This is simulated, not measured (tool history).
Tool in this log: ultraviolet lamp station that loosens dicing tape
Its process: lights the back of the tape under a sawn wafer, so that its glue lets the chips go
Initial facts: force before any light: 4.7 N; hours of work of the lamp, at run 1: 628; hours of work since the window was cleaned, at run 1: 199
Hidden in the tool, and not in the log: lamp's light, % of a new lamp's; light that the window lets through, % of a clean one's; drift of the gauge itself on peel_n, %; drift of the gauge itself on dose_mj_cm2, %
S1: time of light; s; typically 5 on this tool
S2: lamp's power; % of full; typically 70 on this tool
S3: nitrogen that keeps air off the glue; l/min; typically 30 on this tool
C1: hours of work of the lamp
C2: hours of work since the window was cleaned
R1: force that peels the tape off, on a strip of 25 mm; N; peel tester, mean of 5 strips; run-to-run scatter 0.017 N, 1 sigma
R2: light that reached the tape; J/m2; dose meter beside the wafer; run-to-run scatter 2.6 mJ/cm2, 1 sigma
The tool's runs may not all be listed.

run,hour,S1,S2,S3,C1,C2,R1,R2
1,0,5,70,30,628,199,0.963,2970
2,30.5,4,70,30,643,214,1.3,2370
3,78.5,5,70,30,666,238,1.008,2890
4,133.1,5,70,41,693,264,0.909,2930
# hour 161.5: window cleaned of glue's vapour
5,185.5,5,70,30,719,12,0.949,3030
6,236,5,70,30,744,37,0.946,3010
7,281.3,5,65,30,766,59,1.047,2760
8,334.9,5,65,30,792,85,1.142,2720
9,373.7,5,65,30,811,104,1.12,2750
10,410.9,5,70,30,830,123,0.998,2910
11,469.8,5,70,30,859,152,1.057,2850
12,520.2,5,74,30,883,176,0.988,2980
13,550.9,5,74,30,899,191,0.995,2980
14,600.6,5,74,30,923,216,0.975,2960
15,634.4,5,70,12,940,233,1.603,2740
16,686.3,5,70,12,965,258,1.587,2720
# hour 729.9: window cleaned of glue's vapour
17,744.4,5,70,12,994,7,1.475,2930
18,789.6,5,70,30,1016,29,1.046,2850
19,845,5,70,30,1043,57,1.069,2830
20,897.4,5,70,43,1069,82,0.909,2810
21,930,5,70,43,1085,98,0.945,2790
22,972.7,10,78,31,1106,119,0.305,6220
23,1002.6,10,78,31,1120,134,0.311,6180
24,1055.2,10,69,31,1146,160,0.374,5340
25,1117.5,10,69,31,1177,191,0.389,5250
26,1160.6,5,88,9,1198,212,1.456,3380
27,1198.7,5,82,30,1217,231,0.939,3070
28,1242.3,5,90,17,1238,252,1.06,3370
29,1277.1,5,90,17,1255,269,1.026,3340
# hour 1296.3: window cleaned of glue's vapour
30,1314.7,5,90,17,1274,9,0.962,3560
31,1354.3,5,90,17,1293,29,1.019,3530
32,1399.6,5,90,17,1315,51,1.007,3510
33,1438.1,3,73,17,1334,70,2.148,1670
34,1464.2,4,70,16,1347,83,1.818,2170
35,1492.9,3,70,18,1361,97,2.189,1590
36,1550.4,7,99,10,1390,125,0.742,5220
37,1579.4,6,70,21,1404,139,1.056,3140
38,1636.4,2,70,12,1432,167,3.022,1020
39,1662.4,2,70,12,1445,180,3.07,980
40,1692,5,70,24,1459,195,1.33,2570
41,1736.1,5,97,13,1481,216,1.085,3480
42,1790.7,2,90,27,1508,243,2.359,1230

How the hidden state differs across the entries between the runs, from the last listed run before each to the first after it:
In the gap between runs 4 and 5: window cleaned of glue's vapour (hour 161.5)
  lamp's light, % of a new lamp's: 89.1 -> 88.8; light that the window lets through, % of a clean one's: 94.5 -> 99.1
  the result without the hidden state subtracted from the measured one, R1: +0.212 -> +0.165 N; R2: -550 -> -420 J/m2
In the gap between runs 16 and 17: window cleaned of glue's vapour (hour 729.9)
  lamp's light, % of a new lamp's: 85.1 -> 84.7; light that the window lets through, % of a clean one's: 93.3 -> 99.1
  the result without the hidden state subtracted from the measured one, R1: +0.368 -> +0.274 N; R2: -710 -> -560 J/m2
In the gap between runs 29 and 30: window cleaned of glue's vapour (hour 1296.3)
  lamp's light, % of a new lamp's: 80.8 -> 80.5; light that the window lets through, % of a clean one's: 93.1 -> 99.6
  the result without the hidden state subtracted from the measured one, R1: +0.355 -> +0.271 N; R2: -1100 -> -880 J/m2

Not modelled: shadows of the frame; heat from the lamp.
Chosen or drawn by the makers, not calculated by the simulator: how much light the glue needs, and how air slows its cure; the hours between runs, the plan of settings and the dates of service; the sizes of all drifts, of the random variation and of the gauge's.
